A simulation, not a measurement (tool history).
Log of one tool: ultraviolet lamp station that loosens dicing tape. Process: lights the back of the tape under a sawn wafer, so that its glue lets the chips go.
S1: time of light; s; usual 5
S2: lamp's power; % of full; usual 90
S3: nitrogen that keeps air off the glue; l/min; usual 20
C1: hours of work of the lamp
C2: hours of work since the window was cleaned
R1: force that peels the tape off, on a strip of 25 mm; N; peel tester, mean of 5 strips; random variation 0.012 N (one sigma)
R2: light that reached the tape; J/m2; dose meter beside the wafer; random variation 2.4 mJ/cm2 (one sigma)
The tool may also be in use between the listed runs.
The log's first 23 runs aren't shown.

| run | day | S1 | S2 | S3 | C1 | C2 | R1 | R2 |
|---|---|---|---|---|---|---|---|---|
| 24 | 21.171 | 5 | 90 | 16 | 414 | 118 | 0.650 | 2770 |
| 25 | 22.100 | 5 | 90 | 16 | 426 | 131 | 0.655 | 2760 |
| 26 | 23.058 | 5 | 64 | 22 | 439 | 144 | 1.120 | 1990 |
| 27 | 23.708 | 5 | 64 | 22 | 448 | 153 | 1.055 | 2020 |
| 28 | 24.862 | 7 | 82 | 20 | 464 | 169 | 0.277 | 3580 |
| 29 | 25.404 | 7 | 82 | 20 | 472 | 176 | 0.291 | 3630 |
| 30 | 26.096 | 8 | 89 | 17 | 481 | 186 | 0.188 | 4490 |
| 31 | 26.662 | 4 | 61 | 12 | 489 | 193 | 2.590 | 1530 |
| 32 | 27.600 | 4 | 73 | 12 | 502 | 206 | 1.948 | 1820 |
| 33 | 28.350 | 4 | 73 | 12 | 512 | 217 | 1.972 | 1830 |
| 34 | 29.046 | 4 | 73 | 12 | 522 | 226 | 1.953 | 1830 |
| 35 | 29.679 | 6 | 68 | 23 | 531 | 235 | 0.570 | 2540 |
| 36 | 30.388 | 6 | 68 | 23 | 540 | 245 | 0.617 | 2530 |
| 37 | 31.392 | 3 | 79 | 20 | 554 | 258 | 1.939 | 1460 |
| 38 | 32.529 | 5 | 90 | 37 | 570 | 274 | 0.306 | 2810 |
| 39 | 33.271 | 2 | 88 | 12 | 580 | 284 | 3.536 | 1070 |
| 40 | 33.904 | 5 | 78 | 19 | 589 | 293 | 0.782 | 2460 |
| 41 | 34.717 | 5 | 74 | 18 | 600 | 304 | 0.918 | 2310 |
| 42 | 35.696 | 4 | 95 | 6 | 613 | 318 | 2.034 | 2450 |
| 43 | 36.821 | 5 | 76 | 20 | 629 | 333 | 0.808 | 2330 |
| 44 | 37.454 | 5 | 76 | 20 | 637 | 342 | 0.802 | 2380 |

3 ways to go on from here, each from the tool as it stands after run 44. What would each give?
| A | 38.229 | 3 | 90 | 20 | 648 | 352 | ? | ? |
| B | 38.229 | 4 | 74 | 17 | 648 | 352 | ? | ? |
| C | 38.229 | 3 | 84 | 7 | 648 | 352 | ? | ? |

| run | R1 | R2 |
|---|---|---|
| A | 1.611 | 1690 |
| B | 1.506 | 1840 |
| C | 3.258 | 1600 |
Without the tool's hidden state the same runs would have given:
| run | R1 | R2 |
|---|---|---|
| A | 1.604 | 1690 |
| B | 1.500 | 1840 |
| C | 3.249 | 1600 |

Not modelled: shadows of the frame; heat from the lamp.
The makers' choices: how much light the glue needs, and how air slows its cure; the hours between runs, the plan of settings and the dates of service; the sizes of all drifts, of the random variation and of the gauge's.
